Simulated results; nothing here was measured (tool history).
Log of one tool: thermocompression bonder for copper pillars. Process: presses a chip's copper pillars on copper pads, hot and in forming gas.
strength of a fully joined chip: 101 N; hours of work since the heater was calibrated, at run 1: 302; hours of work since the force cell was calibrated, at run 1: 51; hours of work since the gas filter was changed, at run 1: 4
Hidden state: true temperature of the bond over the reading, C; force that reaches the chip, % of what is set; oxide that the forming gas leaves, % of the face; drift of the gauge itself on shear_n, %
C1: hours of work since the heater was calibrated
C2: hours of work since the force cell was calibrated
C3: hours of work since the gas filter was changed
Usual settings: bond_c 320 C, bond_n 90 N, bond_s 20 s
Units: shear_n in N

Run 1, hour 0.0: usual settings; C1 302; C2 51; C3 4. Result: shear_n 66.8 N.
Run 2, hour 11.0: usual settings; C1 307; C2 56; C3 9. Result: shear_n 67.3 N.
Run 3, hour 16.2: usual settings; C1 310; C2 59; C3 12. Result: shear_n 66.8 N.
Run 4, hour 24.1: usual settings; C1 314; C2 63; C3 16. Result: shear_n 66.6 N.
Run 5, hour 32.2: usual settings; C1 318; C2 67; C3 20. Result: shear_n 66.9 N.
Run 6, hour 37.9: usual settings; C1 321; C2 70; C3 23. Result: shear_n 66.1 N.
Run 7, hour 47.6: usual settings; C1 326; C2 75; C3 27. Result: shear_n 66.4 N.
Run 8, hour 58.6: usual settings; C1 331; C2 80; C3 33. Result: shear_n 67.3 N.
Run 9, hour 64.7: usual settings; C1 334; C2 83; C3 36. Result: shear_n 66.2 N.
Run 10, hour 72.7: usual settings; C1 338; C2 87; C3 40. Result: shear_n 65.9 N.
Run 11, hour 83.4: usual settings; C1 344; C2 93; C3 45. Result: shear_n 66.7 N.
Run 12, hour 93.6: usual settings; C1 349; C2 98; C3 51. Result: shear_n 65.5 N.
Run 13, hour 103.9: usual settings; C1 354; C2 103; C3 56. Result: shear_n 66.0 N.
Run 14, hour 112.8: usual settings; C1 358; C2 107; C3 60. Result: shear_n 67.5 N.
Run 15, hour 123.9: usual settings but bond_s 16 s; C1 364; C2 113; C3 66. Result: shear_n 61.1 N.
Run 16, hour 131.4: usual settings but bond_s 16 s; C1 368; C2 117; C3 69. Result: shear_n 61.3 N.
Run 17, hour 141.1: usual settings but bond_s 16 s; C1 372; C2 121; C3 74. Result: shear_n 61.8 N.
Run 18, hour 147.4: usual settings; C1 376; C2 125; C3 78. Result: shear_n 65.7 N.
Run 19, hour 155.2: usual settings; C1 380; C2 129; C3 81. Result: shear_n 66.0 N.
Run 20, hour 165.0: usual settings; C1 384; C2 133; C3 86. Result: shear_n 66.1 N.
Run 21, hour 171.0: usual settings but bond_c 333 C, bond_n 57 N, bond_s 11 s; C1 387; C2 137; C3 89. Result: shear_n 40.8 N.
Run 22, hour 179.2: usual settings but bond_c 311 C, bond_s 35 s; C1 392; C2 141; C3 93. Result: shear_n 70.6 N.
Run 23, hour 187.9: usual settings but bond_c 292 C, bond_s 35 s; C1 396; C2 145; C3 98. Result: shear_n 60.7 N.

Run 24 comes next. What will it give?
Run 24, hour 197.7: usual settings but bond_c 292 C, bond_s 35 s; C1 401; C2 150; C3 103. Result: shear_n ?.

{"run 24": {"shear_n": 60.6}}
Without the tool's hidden state the same run would have given shear_n 60.9 N.
